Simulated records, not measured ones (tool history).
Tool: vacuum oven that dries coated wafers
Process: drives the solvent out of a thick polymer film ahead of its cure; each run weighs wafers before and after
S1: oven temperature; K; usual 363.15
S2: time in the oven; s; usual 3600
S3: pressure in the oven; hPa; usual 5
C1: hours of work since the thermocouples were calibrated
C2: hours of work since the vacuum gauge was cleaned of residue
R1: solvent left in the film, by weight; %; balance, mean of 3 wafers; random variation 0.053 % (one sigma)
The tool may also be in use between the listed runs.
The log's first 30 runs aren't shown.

run,hour,S1,S2,S3,C1,C2,R1
31,1070.7,358.15,4260,15.55,460,487,3.58
32,1095.7,358.15,4260,15.55,470,497,3.59
33,1131.9,358.15,1860,15.55,485,512,7.72
34,1174.9,358.15,1860,15.55,503,530,7.5
35,1210.1,363.15,3600,2.54,517,544,2.01
36,1256.4,349.15,4140,5,536,563,6.29
37,1295.6,367.15,3600,5,552,579,1.26
38,1331.8,363.15,3420,3.77,567,594,2.25
39,1357,359.15,2160,5.62,577,605,5.94
40,1393.2,363.15,1800,5,592,619,5.33
41,1434.6,378.15,3900,13.67,609,636,0.66
42,1468.1,368.15,3120,5.65,623,650,1.48
43,1491,350.15,4260,17.43,633,660,6.94
44,1522.1,363.15,2820,16.23,645,672,3.83

Forecast run 45:
45,1544.5,360.15,3240,14.05,655,682,?

R1: 4.04 %
Without the tool's hidden state the same run would have given R1 3.44 %.
